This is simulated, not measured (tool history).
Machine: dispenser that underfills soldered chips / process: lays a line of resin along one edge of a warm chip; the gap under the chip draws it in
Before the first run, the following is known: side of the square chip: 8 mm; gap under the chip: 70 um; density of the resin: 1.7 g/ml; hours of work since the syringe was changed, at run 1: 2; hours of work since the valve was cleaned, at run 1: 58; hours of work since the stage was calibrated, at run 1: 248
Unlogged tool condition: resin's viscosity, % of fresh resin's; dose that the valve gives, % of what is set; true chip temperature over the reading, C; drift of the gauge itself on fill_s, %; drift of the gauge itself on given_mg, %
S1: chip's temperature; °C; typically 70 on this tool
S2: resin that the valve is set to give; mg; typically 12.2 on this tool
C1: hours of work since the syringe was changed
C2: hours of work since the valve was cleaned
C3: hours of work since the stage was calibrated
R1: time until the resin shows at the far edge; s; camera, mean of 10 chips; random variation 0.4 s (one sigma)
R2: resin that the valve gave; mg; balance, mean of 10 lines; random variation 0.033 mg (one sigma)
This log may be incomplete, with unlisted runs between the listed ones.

{"run": 1, "hour": 0.0, "S1": 70, "S2": 12.2, "C1": 2, "C2": 58, "C3": 248, "R1": 33.6, "R2": 12.03}
{"hour": 6.9, "done": "new syringe of resin"}
{"run": 2, "hour": 10.7, "S1": 70, "S2": 12.2, "C1": 2, "C2": 64, "C3": 254, "R1": 33.9, "R2": 11.92}
{"hour": 16.6, "done": "new syringe of resin"}
{"run": 3, "hour": 22.3, "S1": 70, "S2": 12.2, "C1": 4, "C2": 71, "C3": 261, "R1": 39.5, "R2": 11.92}
{"hour": 25.9, "done": "new syringe of resin"}
{"run": 4, "hour": 34.0, "S1": 70, "S2": 12.2, "C1": 5, "C2": 78, "C3": 268, "R1": 45.3, "R2": 11.81}
{"hour": 35.8, "done": "new syringe of resin"}
{"run": 5, "hour": 44.7, "S1": 70, "S2": 12.2, "C1": 5, "C2": 84, "C3": 275, "R1": 46.2, "R2": 11.83}
{"hour": 45.5, "done": "new syringe of resin"}
{"run": 6, "hour": 52.5, "S1": 70, "S2": 12.2, "C1": 4, "C2": 89, "C3": 279, "R1": 41.5, "R2": 11.81}
{"hour": 55.6, "done": "new syringe of resin"}
{"run": 7, "hour": 61.1, "S1": 70, "S2": 12.2, "C1": 3, "C2": 94, "C3": 284, "R1": 38.5, "R2": 11.83}
{"hour": 65.2, "done": "new syringe of resin"}
{"run": 8, "hour": 72.7, "S1": 70, "S2": 12.2, "C1": 5, "C2": 101, "C3": 291, "R1": 45, "R2": 11.74}
{"hour": 74.9, "done": "new syringe of resin"}
{"run": 9, "hour": 80.3, "S1": 79, "S2": 12.2, "C1": 3, "C2": 105, "C3": 296, "R1": 24.2, "R2": 11.74}
{"hour": 84.8, "done": "new syringe of resin"}
{"run": 10, "hour": 85.6, "S1": 79, "S2": 12.2, "C1": 1, "C2": 108, "C3": 299, "R1": 19.5, "R2": 11.7}
{"run": 11, "hour": 91.4, "S1": 79, "S2": 12.2, "C1": 4, "C2": 112, "C3": 302, "R1": 27.6, "R2": 11.71}
{"hour": 94.7, "done": "new syringe of resin"}
{"run": 12, "hour": 98.9, "S1": 63, "S2": 15.4, "C1": 3, "C2": 116, "C3": 307, "R1": 52.6, "R2": 14.76}
{"hour": 103.3, "done": "dispensing valve cleaned and set on the balance"}
{"hour": 105.7, "done": "new syringe of resin"}
{"run": 13, "hour": 109.4, "S1": 62, "S2": 13.1, "C1": 2, "C2": 4, "C3": 312, "R1": 54, "R2": 13.11}
{"run": 14, "hour": 114.4, "S1": 66, "S2": 13.3, "C1": 5, "C2": 7, "C3": 315, "R1": 56.6, "R2": 13.24}
{"hour": 115.3, "done": "new syringe of resin"}
{"run": 15, "hour": 124.0, "S1": 84, "S2": 14.7, "C1": 5, "C2": 12, "C3": 321, "R1": 23.9, "R2": 14.66}
{"hour": 125.2, "done": "new syringe of resin"}
{"run": 16, "hour": 130.8, "S1": 84, "S2": 14.7, "C1": 3, "C2": 16, "C3": 325, "R1": 20.1, "R2": 14.61}
{"hour": 135.3, "done": "new syringe of resin"}
{"run": 17, "hour": 142.1, "S1": 82, "S2": 11.1, "C1": 4, "C2": 23, "C3": 332, "R1": 24, "R2": 11.02}
{"hour": 145.6, "done": "new syringe of resin"}
{"run": 18, "hour": 153.4, "S1": 61, "S2": 12.9, "C1": 5, "C2": 30, "C3": 338, "R1": 72, "R2": 12.66}
{"hour": 155.7, "done": "new syringe of resin"}
{"run": 19, "hour": 159.0, "S1": 70, "S2": 14, "C1": 2, "C2": 33, "C3": 342, "R1": 34.2, "R2": 13.86}
{"hour": 165.0, "done": "new syringe of resin"}
{"run": 20, "hour": 165.0, "S1": 70, "S2": 14, "C1": 0, "C2": 36, "C3": 345, "R1": 29.5, "R2": 13.79}
{"run": 21, "hour": 172.1, "S1": 70, "S2": 12.4, "C1": 4, "C2": 41, "C3": 349, "R1": 43, "R2": 12.18}

Below are 3 alternative next runs, each starting from the tool's condition after run 21. Predict each:
{"hour": 174.6, "done": "new syringe of resin"}
{"run": "A", "hour": 179.5, "S1": 68, "S2": 15.8, "C1": 3, "C2": 45, "C3": 354, "R1": "?", "R2": "?"}
{"hour": 174.6, "done": "new syringe of resin"}
{"run": "B", "hour": 179.5, "S1": 59, "S2": 12.2, "C1": 3, "C2": 45, "C3": 354, "R1": "?", "R2": "?"}
{"hour": 174.6, "done": "new syringe of resin"}
{"run": "C", "hour": 179.5, "S1": 56, "S2": 11.1, "C1": 3, "C2": 45, "C3": 354, "R1": "?", "R2": "?"}

run=A R1=42.6 R2=15.5
run=B R1=70.8 R2=11.95
run=C R1=82.5 R2=10.87
Without the tool's unlogged condition, the same runs would have read:
run=A R1=28.7 R2=15.79
run=B R1=47.2 R2=12.18
run=C R1=54.6 R2=11.08
